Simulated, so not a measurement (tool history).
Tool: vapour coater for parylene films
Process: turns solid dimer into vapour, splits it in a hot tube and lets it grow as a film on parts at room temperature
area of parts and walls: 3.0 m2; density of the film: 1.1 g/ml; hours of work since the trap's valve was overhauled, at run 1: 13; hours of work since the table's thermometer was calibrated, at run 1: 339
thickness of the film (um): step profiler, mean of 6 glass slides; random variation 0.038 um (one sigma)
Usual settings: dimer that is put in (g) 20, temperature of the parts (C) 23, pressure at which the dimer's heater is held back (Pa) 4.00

run	hour	dimer that is put in (g)	temperature of the parts (C)	pressure at which the dimer's heater is held back (Pa)	hours of work since the trap's valve was overhauled	hours of work since the table's thermometer was calibrated	thickness of the film (um)
1	0.0	20	23	4.00	13	339	4.02
2	40.7	20	23	4.00	31	357	3.93
3	85.1	20	23	8.91	51	377	3.19
4	124.3	20	23	8.91	68	395	3.12
5	158.0	20	23	8.91	83	410	3.14
6	197.5	20	23	8.91	101	427	3.08
7	241.0	20	23	8.91	120	447	3.01
8	271.5	20	23	8.91	134	460	3.07
9	306.2	20	23	8.91	150	476	3.06
# hour 314.5: trap's valve overhauled
10	358.5	20	23	8.91	20	498	2.84
11	389.7	20	23	4.00	34	511	3.43
12	413.5	20	23	4.00	44	522	3.37
13	435.2	20	23	4.00	54	532	3.39
14	457.0	11	23	4.00	64	542	1.84
15	491.0	11	23	4.00	79	557	1.85
16	530.8	11	23	4.00	97	574	1.86
17	553.1	19	23	6.82	107	584	2.70
# hour 587.4: trap's valve overhauled, once more
18	589.6	24	15	7.67	1	599	5.13
19	626.2	28	23	4.00	17	615	5.48
20	659.6	16	16	2.58	32	630	4.22
21	680.5	17	15	2.58	42	640	4.65
22	721.3	17	23	8.55	60	658	2.67
23	769.9	21	34	7.40	82	679	2.57
24	804.5	21	34	7.40	97	695	2.46
25	837.2	21	34	7.40	112	710	2.49
26	871.6	15	22	4.45	127	725	2.81
27	896.3	20	23	2.05	138	736	4.36
28	941.6	19	26	2.62	158	756	3.41
29	963.6	19	26	2.62	168	766	3.50

Forecast each of these 5 alternatives for the next run:
A	1012.5	17	31	2.33	190	788	?
B	1012.5	20	31	7.68	190	788	?
C	1012.5	19	31	5.33	190	788	?
D	1012.5	25	18	2.37	190	788	?
E	1012.5	19	26	2.89	190	788	?

run	thickness of the film (um)
A	2.74
B	2.45
C	2.46
D	5.85
E	3.40
Without the tool's hidden state the same runs would have given:
run	thickness of the film (um)
A	3.15
B	2.82
C	2.84
D	6.74
E	3.91
